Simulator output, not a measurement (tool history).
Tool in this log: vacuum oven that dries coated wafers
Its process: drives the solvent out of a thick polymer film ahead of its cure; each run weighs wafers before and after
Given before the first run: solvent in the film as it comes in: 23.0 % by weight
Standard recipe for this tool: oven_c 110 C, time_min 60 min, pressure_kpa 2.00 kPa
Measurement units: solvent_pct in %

Run 1, hour 0.0: usual settings. Result: solvent_pct 2.24 %.
Run 2, hour 11.1: usual settings. Result: solvent_pct 2.34 %.
Run 3, hour 22.5: usual settings. Result: solvent_pct 2.33 %.
Run 4, hour 37.2: usual settings but oven_c 120 C. Result: solvent_pct 0.94 %.
Run 5, hour 50.8: usual settings but oven_c 120 C, pressure_kpa 1.04 kPa. Result: solvent_pct 0.57 %.
Run 6, hour 56.9: usual settings but oven_c 120 C, pressure_kpa 1.04 kPa. Result: solvent_pct 0.55 %.
Run 7, hour 70.3: usual settings but oven_c 120 C, pressure_kpa 1.04 kPa. Result: solvent_pct 0.59 %.
Run 8, hour 79.5: usual settings but oven_c 120 C, time_min 54 min, pressure_kpa 2.42 kPa. Result: solvent_pct 1.11 %.
At hour 81.8: vacuum gauge cleaned of residue and calibrated.
Run 9, hour 91.1: usual settings but oven_c 120 C, time_min 54 min, pressure_kpa 2.42 kPa. Result: solvent_pct 1.13 %.
Run 10, hour 102.4: usual settings but oven_c 111 C, pressure_kpa 1.31 kPa. Result: solvent_pct 1.89 %.
Run 11, hour 111.7: usual settings but oven_c 111 C, pressure_kpa 1.31 kPa. Result: solvent_pct 1.83 %.
Run 12, hour 122.4: usual settings but oven_c 111 C, pressure_kpa 1.31 kPa. Result: solvent_pct 1.90 %.
At hour 131.5: vacuum gauge cleaned of residue and calibrated, once more.
Run 13, hour 137.7: usual settings but oven_c 108 C, time_min 75 min, pressure_kpa 1.68 kPa. Result: solvent_pct 1.82 %.

Here are 3 independent what-if runs from the current tool condition. What would each one return?
Run A, hour 148.5: usual settings but oven_c 119 C, time_min 75 min, pressure_kpa 1.68 kPa. Result: solvent_pct ?.
Run B, hour 148.5: usual settings but oven_c 108 C, time_min 42 min, pressure_kpa 1.68 kPa. Result: solvent_pct ?.
Run C, hour 148.5: usual settings but time_min 75 min, pressure_kpa 1.62 kPa. Result: solvent_pct ?.

run  solvent_pct
  A         0.66
  B         4.56
  C         1.55
Without the tool's hidden state the same runs would have given:
run  solvent_pct
  A         0.61
  B         4.19
  C         1.39
